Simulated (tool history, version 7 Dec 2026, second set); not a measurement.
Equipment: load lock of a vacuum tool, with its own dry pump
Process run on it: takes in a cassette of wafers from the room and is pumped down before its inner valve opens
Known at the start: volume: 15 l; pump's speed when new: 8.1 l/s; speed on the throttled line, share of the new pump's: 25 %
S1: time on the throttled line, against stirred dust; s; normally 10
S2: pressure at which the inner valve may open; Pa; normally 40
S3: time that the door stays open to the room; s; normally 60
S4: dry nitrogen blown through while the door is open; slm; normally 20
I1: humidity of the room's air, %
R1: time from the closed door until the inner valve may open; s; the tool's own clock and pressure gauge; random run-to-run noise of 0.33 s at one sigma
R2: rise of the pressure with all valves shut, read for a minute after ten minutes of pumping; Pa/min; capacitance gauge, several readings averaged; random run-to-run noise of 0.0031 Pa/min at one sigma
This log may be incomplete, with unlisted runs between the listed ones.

run	hour	S1	S2	S3	S4	I1	R1	R2
1	0	10	40	60	20	44	23.9	0.074
2	176	10	40	60	20	43.4	24	0.076
3	467.7	10	40	60	20	45.8	24.8	0.076
4	636.9	5	40	60	20	46.2	20.6	0.077
5	767.5	10	40	60	20	45.4	24.3	0.077
6	897.3	10	40	60	20	49.9	24.1	0.085
7	1132.5	10	54	60	20	44.6	24.2	0.073
8	1412.7	10	54	60	20	46.3	23.7	0.084
9	1708.1	10	54	60	20	46.4	24	0.08
10	1974.4	10	40	60	20	47.8	24.6	0.084
11	2117.8	10	40	60	20	41.9	24.4	0.077
12	2328.1	10	50	60	20	45	21.5	0.08
13	2619	10	50	60	20	47.7	22.4	0.079
14	2807	10	40	60	20	45.4	22.4	0.088
15	2938.6	10	40	60	20	47.4	22.4	0.087
16	3199.9	10	66	60	20	43.2	21.1	0.082
17	3383.2	14	75	176	9	41.3	24.1	0.168
18	3539.3	14	75	176	9	41.2	24.5	0.173
19	3843	6	45	113	7	46	18.9	0.154
20	4159.2	6	45	113	7	47.2	19.5	0.164
21	4463.1	10	31	60	19	45.8	22.2	0.088
22	4710.6	10	38	60	7	43.5	22.8	0.115
23	5008.3	10	38	32	17	46.2	23.1	0.073
24	5260.1	10	40	27	8	47.4	22.6	0.083
25	5427	14	32	60	5	44.3	26.2	0.125
26	5557.5	17	32	190	29	46.2	28.8	0.14
27	5745.4	5	48	82	33	43.3	18.6	0.084
28	5994.9	10	64	60	20	42.9	22.2	0.097
29	6233.2	10	64	60	20	45.2	21.8	0.099
30	6427.4	10	64	60	20	44.7	22.3	0.101
31	6639	10	64	60	20	44.3	22.6	0.098

Missing from the log above: 1 entry noted between runs. For each, name the pair of listed runs it sits between and say how the tool's hidden condition differs from the listed run just before to the listed run just after:
Logged between run 11 and run 12: dry pump taken out, an overhauled one fitted (hour 2216.1)
  pump's speed, % of a new pump's: 82.8 -> 99.8; leak at the door's seal, Pa l/s: 0.0083 -> 0.0085
  the result without the hidden state subtracted from the measured one, R1: +2.5 -> +0 s; R2: +0.025 -> +0.026 Pa/min
